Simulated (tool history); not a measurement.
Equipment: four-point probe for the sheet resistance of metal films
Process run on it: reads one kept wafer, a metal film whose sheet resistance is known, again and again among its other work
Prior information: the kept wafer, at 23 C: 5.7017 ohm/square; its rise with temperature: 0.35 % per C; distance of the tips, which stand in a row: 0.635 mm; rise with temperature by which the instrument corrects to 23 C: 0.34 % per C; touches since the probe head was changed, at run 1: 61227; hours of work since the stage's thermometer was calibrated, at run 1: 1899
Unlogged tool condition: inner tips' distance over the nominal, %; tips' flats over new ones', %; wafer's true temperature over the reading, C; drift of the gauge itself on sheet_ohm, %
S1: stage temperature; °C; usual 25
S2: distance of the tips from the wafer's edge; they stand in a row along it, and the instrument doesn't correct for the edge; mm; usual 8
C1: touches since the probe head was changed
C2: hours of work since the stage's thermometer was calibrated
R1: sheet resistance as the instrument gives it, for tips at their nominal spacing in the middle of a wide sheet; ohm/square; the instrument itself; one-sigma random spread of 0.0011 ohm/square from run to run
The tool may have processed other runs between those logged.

Run 1, hour 0: usual settings; C1 61227; C2 1899. Result: R1 5.722119 ohm/square.
Run 2, hour 66.7: usual settings; C1 63490; C2 1938. Result: R1 5.723332 ohm/square.
Run 3, hour 171.1: usual settings; C1 67028; C2 2000. Result: R1 5.722237 ohm/square.
Run 4, hour 264.9: usual settings; C1 70208; C2 2055. Result: R1 5.722059 ohm/square.
Run 5, hour 357.9: usual settings; C1 73360; C2 2110. Result: R1 5.722016 ohm/square.
Run 6, hour 421.7: usual settings; C1 75523; C2 2148. Result: R1 5.720824 ohm/square.
Run 7, hour 527.6: usual settings; C1 79115; C2 2210. Result: R1 5.721795 ohm/square.
Run 8, hour 622.1: usual settings but S2 62 mm; C1 82316; C2 2266. Result: R1 5.703925 ohm/square.
Run 9, hour 708.2: usual settings but S2 62 mm; C1 85236; C2 2317. Result: R1 5.704257 ohm/square.
Run 10, hour 802.5: usual settings but S1 19 °C; C1 88434; C2 2372. Result: R1 5.718479 ohm/square.
Run 11, hour 866.8: usual settings but S1 19 °C; C1 90612; C2 2410. Result: R1 5.719373 ohm/square.
Run 12, hour 921.5: usual settings but S2 5 mm; C1 92467; C2 2442. Result: R1 5.752737 ohm/square.
At hour 954: stage's thermometer calibrated.
Run 13, hour 1029.1: usual settings; C1 96100; C2 44. Result: R1 5.722083 ohm/square.
Run 14, hour 1083: usual settings but S1 24 °C; C1 97925; C2 76. Result: R1 5.718423 ohm/square.
Run 15, hour 1156.5: usual settings but S1 24 °C; C1 100417; C2 119. Result: R1 5.720031 ohm/square.
Run 16, hour 1271.4: usual settings but S2 53 mm; C1 104314; C2 187. Result: R1 5.702219 ohm/square.
Run 17, hour 1371.9: usual settings but S2 53 mm; C1 107721; C2 246. Result: R1 5.703114 ohm/square.
Run 18, hour 1422.9: usual settings; C1 109449; C2 277. Result: R1 5.72129 ohm/square.
Run 19, hour 1520.4: usual settings but S1 20 °C; C1 112754; C2 334. Result: R1 5.71842 ohm/square.
Run 20, hour 1579.5: usual settings but S1 34 °C, S2 37 mm; C1 114757; C2 369. Result: R1 5.707434 ohm/square.
Run 21, hour 1636.5: usual settings but S1 32 °C, S2 7 mm; C1 116690; C2 402. Result: R1 5.73106 ohm/square.
Run 22, hour 1701.4: usual settings but S1 22 °C, S2 19 mm; C1 118891; C2 441. Result: R1 5.703034 ohm/square.
Run 23, hour 1757.5: usual settings; C1 120793; C2 474. Result: R1 5.722734 ohm/square.
Run 24, hour 1842.7: usual settings but S1 20 °C, S2 5 mm; C1 123681; C2 524. Result: R1 5.747519 ohm/square.
Run 25, hour 1921.3: usual settings but S1 23 °C, S2 11 mm; C1 126345; C2 570. Result: R1 5.711734 ohm/square.
Run 26, hour 1975.7: usual settings but S1 26 °C, S2 7 mm; C1 128190; C2 602. Result: R1 5.72819 ohm/square.
Run 27, hour 2031.9: usual settings but S1 26 °C, S2 4 mm; C1 130097; C2 636. Result: R1 5.778767 ohm/square.
Run 28, hour 2106.1: usual settings but S1 19 °C, S2 15 mm; C1 132611; C2 679. Result: R1 5.703806 ohm/square.
Run 29, hour 2179.5: usual settings but S1 20 °C, S2 52 mm; C1 135099; C2 723. Result: R1 5.698383 ohm/square.
Run 30, hour 2256.5: usual settings but S1 18 °C, S2 34 mm; C1 137710; C2 768. Result: R1 5.700731 ohm/square.
Run 31, hour 2347.8: usual settings but S1 32 °C, S2 61 mm; C1 140805; C2 822. Result: R1 5.704873 ohm/square.
Run 32, hour 2420.7: usual settings but S2 15 mm; C1 143275; C2 865. Result: R1 5.706014 ohm/square.
Run 33, hour 2518.3: usual settings but S2 15 mm; C1 146587; C2 923. Result: R1 5.708288 ohm/square.
Run 34, hour 2631.5: usual settings but S1 19 °C, S2 15 mm; C1 150424; C2 989. Result: R1 5.704854 ohm/square.
Run 35, hour 2724.3: usual settings but S2 59 mm; C1 153569; C2 1044. Result: R1 5.702363 ohm/square.
Run 36, hour 2840.2: usual settings but S2 54 mm; C1 157497; C2 1112. Result: R1 5.703579 ohm/square.
Run 37, hour 2917.9: usual settings but S2 54 mm; C1 160134; C2 1158. Result: R1 5.703498 ohm/square.
Run 38, hour 3014.5: usual settings but S2 54 mm; C1 163407; C2 1215. Result: R1 5.703035 ohm/square.

For each entry between runs, how does the tool's hidden state at the last listed run before it compare with that at the first listed run after it?
From run 12 to run 13: stage's thermometer calibrated (hour 954)
  inner tips' distance over the nominal, %: -0.006 -> -0.007
